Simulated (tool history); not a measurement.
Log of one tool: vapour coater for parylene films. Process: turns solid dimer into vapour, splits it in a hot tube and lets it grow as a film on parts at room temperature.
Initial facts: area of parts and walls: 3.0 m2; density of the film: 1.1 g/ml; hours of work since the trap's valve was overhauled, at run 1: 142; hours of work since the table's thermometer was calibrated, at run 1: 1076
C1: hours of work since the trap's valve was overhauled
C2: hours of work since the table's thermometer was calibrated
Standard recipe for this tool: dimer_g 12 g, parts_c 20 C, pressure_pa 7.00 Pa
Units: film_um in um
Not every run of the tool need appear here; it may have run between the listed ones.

Run 1, day 0.000: usual settings; C1 142; C2 1076. Result: film_um 2.02 um.
Run 2, day 2.425: usual settings; C1 187; C2 1121. Result: film_um 2.02 um.
Run 3, day 5.529: usual settings; C1 245; C2 1179. Result: film_um 2.04 um.
Run 4, day 7.221: usual settings; C1 276; C2 1210. Result: film_um 2.02 um.
Run 5, day 10.362: usual settings but dimer_g 13 g; C1 335; C2 1269. Result: film_um 2.19 um.
Run 6, day 12.688: usual settings; C1 378; C2 1312. Result: film_um 2.03 um.
At day 15.217: table's thermometer calibrated.
At day 15.529: trap's valve overhauled.
Run 7, day 15.529: usual settings; C1 0; C2 3. Result: film_um 2.02 um.
Run 8, day 17.600: usual settings but pressure_pa 2.68 Pa; C1 39; C2 41. Result: film_um 2.41 um.
Run 9, day 20.600: usual settings but pressure_pa 2.68 Pa; C1 94; C2 97. Result: film_um 2.44 um.
Run 10, day 23.450: usual settings but pressure_pa 2.68 Pa; C1 148; C2 150. Result: film_um 2.41 um.
Run 11, day 25.996: usual settings but pressure_pa 2.68 Pa; C1 195; C2 198. Result: film_um 2.39 um.
Run 12, day 28.662: usual settings; C1 245; C2 247. Result: film_um 2.00 um.
Run 13, day 31.317: usual settings but parts_c 30 C; C1 294; C2 297. Result: film_um 1.36 um.
Run 14, day 33.271: usual settings but parts_c 30 C; C1 330; C2 333. Result: film_um 1.38 um.
Run 15, day 35.350: usual settings but parts_c 30 C; C1 369; C2 372. Result: film_um 1.38 um.
Run 16, day 37.833: usual settings but parts_c 13 C; C1 415; C2 418. Result: film_um 2.62 um.
At day 38.492: trap's valve overhauled.
Run 17, day 40.650: usual settings but parts_c 13 C; C1 40; C2 467. Result: film_um 2.63 um.
Run 18, day 43.062: usual settings but parts_c 13 C; C1 85; C2 512. Result: film_um 2.62 um.
Run 19, day 46.054: usual settings; C1 141; C2 568. Result: film_um 2.01 um.
Run 20, day 48.754: usual settings but dimer_g 9 g, pressure_pa 7.83 Pa; C1 191; C2 618. Result: film_um 1.49 um.
Run 21, day 51.175: usual settings but dimer_g 20 g, parts_c 21 C; C1 236; C2 664. Result: film_um 3.20 um.
Run 22, day 52.908: usual settings but dimer_g 20 g, parts_c 21 C; C1 269; C2 696. Result: film_um 3.22 um.
Run 23, day 54.938: usual settings but parts_c 15 C, pressure_pa 2.77 Pa; C1 306; C2 734. Result: film_um 2.88 um.
Run 24, day 56.650: usual settings but parts_c 15 C, pressure_pa 2.77 Pa; C1 338; C2 766. Result: film_um 2.90 um.
Run 25, day 59.221: usual settings but dimer_g 17 g, parts_c 14 C, pressure_pa 2.10 Pa; C1 386; C2 813. Result: film_um 4.45 um.
Run 26, day 60.775: usual settings but parts_c 18 C; C1 415; C2 842. Result: film_um 2.17 um.
At day 61.458: trap's valve overhauled.
Run 27, day 63.975: usual settings but dimer_g 6 g, parts_c 26 C, pressure_pa 6.70 Pa; C1 47; C2 899. Result: film_um 0.79 um.
Run 28, day 67.017: usual settings but dimer_g 6 g, parts_c 26 C, pressure_pa 4.75 Pa; C1 104; C2 956. Result: film_um 0.86 um.
Run 29, day 70.046: usual settings but dimer_g 6 g, parts_c 26 C, pressure_pa 4.75 Pa; C1 160; C2 1012. Result: film_um 0.85 um.
Run 30, day 71.842: usual settings but dimer_g 6 g, parts_c 26 C, pressure_pa 4.75 Pa; C1 193; C2 1045. Result: film_um 0.85 um.
Run 31, day 73.671: usual settings but dimer_g 18 g, parts_c 23 C, pressure_pa 4.75 Pa; C1 227; C2 1079. Result: film_um 2.85 um.
Run 32, day 76.554: usual settings but dimer_g 18 g, parts_c 23 C, pressure_pa 4.75 Pa; C1 281; C2 1133. Result: film_um 2.85 um.
Run 33, day 79.179: usual settings but dimer_g 18 g, parts_c 23 C, pressure_pa 2.81 Pa; C1 330; C2 1182. Result: film_um 3.14 um.
Run 34, day 82.408: usual settings but parts_c 24 C; C1 390; C2 1242. Result: film_um 1.69 um.
At day 84.512: trap's valve overhauled.
Run 35, day 85.650: usual settings but parts_c 24 C; C1 21; C2 1299. Result: film_um 1.70 um.
Run 36, day 87.496: usual settings but parts_c 22 C; C1 56; C2 1334. Result: film_um 1.84 um.
At day 88.850: table's thermometer calibrated.
Run 37, day 89.729: usual settings but parts_c 16 C, pressure_pa 6.04 Pa; C1 96; C2 16. Result: film_um 2.36 um.
At day 90.479: gauge calibrated.
Run 38, day 91.825: usual settings but pressure_pa 2.99 Pa; C1 135; C2 55. Result: film_um 2.38 um.

Take each entry between the runs: how does the hidden state at the last listed run before it differ from the hidden state at the first listed run after it?
Between runs 6 and 7: table's thermometer calibrated (day 15.217); trap's valve overhauled (day 15.529)
  vapour lost through the trap's worn valve, %: 0.4 -> 0; true temperature of the parts over the reading, C: -0.06 -> 0; drift of the gauge itself on film_um, %: -0.38 -> -0.46
  what was measured, less what the result would be without the hidden state, film_um: -0.01 -> -0.01 um
Between runs 16 and 17: trap's valve overhauled (day 38.492)
  vapour lost through the trap's worn valve, %: 0.4 -> 0; drift of the gauge itself on film_um, %: -1.12 -> -1.2
  what was measured, less what the result would be without the hidden state, film_um: -0.04 -> -0.03 um
Between runs 26 and 27: trap's valve overhauled (day 61.458)
  vapour lost through the trap's worn valve, %: 0.4 -> 0.1; drift of the gauge itself on film_um, %: -1.8 -> -1.89
  what was measured, less what the result would be without the hidden state, film_um: -0.04 -> -0.01 um
Between runs 34 and 35: trap's valve overhauled (day 84.512)
  vapour lost through the trap's worn valve, %: 0.4 -> 0; true temperature of the parts over the reading, C: -0.05 -> -0.06; drift of the gauge itself on film_um, %: -2.44 -> -2.54
  what was measured, less what the result would be without the hidden state, film_um: -0.05 -> -0.04 um
Between runs 36 and 37: table's thermometer calibrated (day 88.850)
  true temperature of the parts over the reading, C: -0.06 -> -0.01; drift of the gauge itself on film_um, %: -2.59 -> -2.66
  what was measured, less what the result would be without the hidden state, film_um: -0.04 -> -0.06 um
Between runs 37 and 38: gauge calibrated (day 90.479)
  drift of the gauge itself on film_um, %: -2.66 -> -0.04
  what was measured, less what the result would be without the hidden state, film_um: -0.06 -> -0.01 um
